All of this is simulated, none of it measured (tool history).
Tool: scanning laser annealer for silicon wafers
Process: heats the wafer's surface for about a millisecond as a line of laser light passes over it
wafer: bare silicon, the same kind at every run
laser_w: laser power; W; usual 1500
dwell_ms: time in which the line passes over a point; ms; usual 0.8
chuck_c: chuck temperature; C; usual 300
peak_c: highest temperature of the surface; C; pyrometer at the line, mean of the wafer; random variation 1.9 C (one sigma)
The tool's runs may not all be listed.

| run | hour | laser_w | dwell_ms | chuck_c | peak_c |
|---|---|---|---|---|---|
| 1 | 0 | 1500 | 0.8 | 300 | 1082 |
| 2 | 33.2 | 1500 | 0.8 | 269 | 1053 |
| 3 | 60.8 | 1500 | 0.8 | 300 | 1077 |
| 4 | 96.2 | 1500 | 0.8 | 300 | 1072 |
| 5 | 143 | 1534 | 0.8 | 300 | 1094 |
| 6 | 163.4 | 1534 | 0.8 | 300 | 1091 |
| 7 | 208.9 | 1500 | 0.8 | 300 | 1070 |
|  | 216.4 | window over the wafer cleaned |
| 8 | 247.3 | 1560 | 0.8 | 300 | 1142 |
| 9 | 275.1 | 1560 | 0.8 | 300 | 1136 |
| 10 | 295.7 | 1560 | 0.8 | 300 | 1130 |
| 11 | 341.6 | 1560 | 0.8 | 300 | 1133 |
| 12 | 363.8 | 1458 | 0.983 | 325 | 1166 |
| 13 | 406.6 | 1500 | 0.66 | 300 | 1015 |
| 14 | 444.7 | 1500 | 0.66 | 300 | 1011 |
| 15 | 473.7 | 1647 | 0.849 | 264 | 1165 |
|  | 481.1 | optics aligned, line set to its width |
| 16 | 510.6 | 1552 | 0.8 | 290 | 1126 |
| 17 | 547.5 | 1480 | 0.8 | 290 | 1080 |
| 18 | 580.9 | 1578 | 0.654 | 281 | 1049 |
| 19 | 614.7 | 1428 | 0.911 | 281 | 1076 |
| 20 | 635.4 | 1448 | 0.8 | 300 | 1059 |
| 21 | 672.8 | 1615 | 0.667 | 278 | 1070 |
| 22 | 714.1 | 1506 | 0.943 | 313 | 1169 |

Forecast each of these 5 alternatives for the next run:
| A | 754.9 | 1500 | 0.892 | 330 | ? |
| B | 754.9 | 1498 | 0.943 | 313 | ? |
| C | 754.9 | 1385 | 0.579 | 332 | ? |
| D | 754.9 | 1500 | 0.797 | 300 | ? |
| E | 754.9 | 1365 | 0.84 | 296 | ? |

| run | peak_c |
|---|---|
| A | 1156 |
| B | 1162 |
| C | 939 |
| D | 1082 |
| E | 1005 |
Without the tool's hidden state the same runs would have given:
| run | peak_c |
|---|---|
| A | 1201 |
| B | 1208 |
| C | 971 |
| D | 1124 |
| E | 1044 |

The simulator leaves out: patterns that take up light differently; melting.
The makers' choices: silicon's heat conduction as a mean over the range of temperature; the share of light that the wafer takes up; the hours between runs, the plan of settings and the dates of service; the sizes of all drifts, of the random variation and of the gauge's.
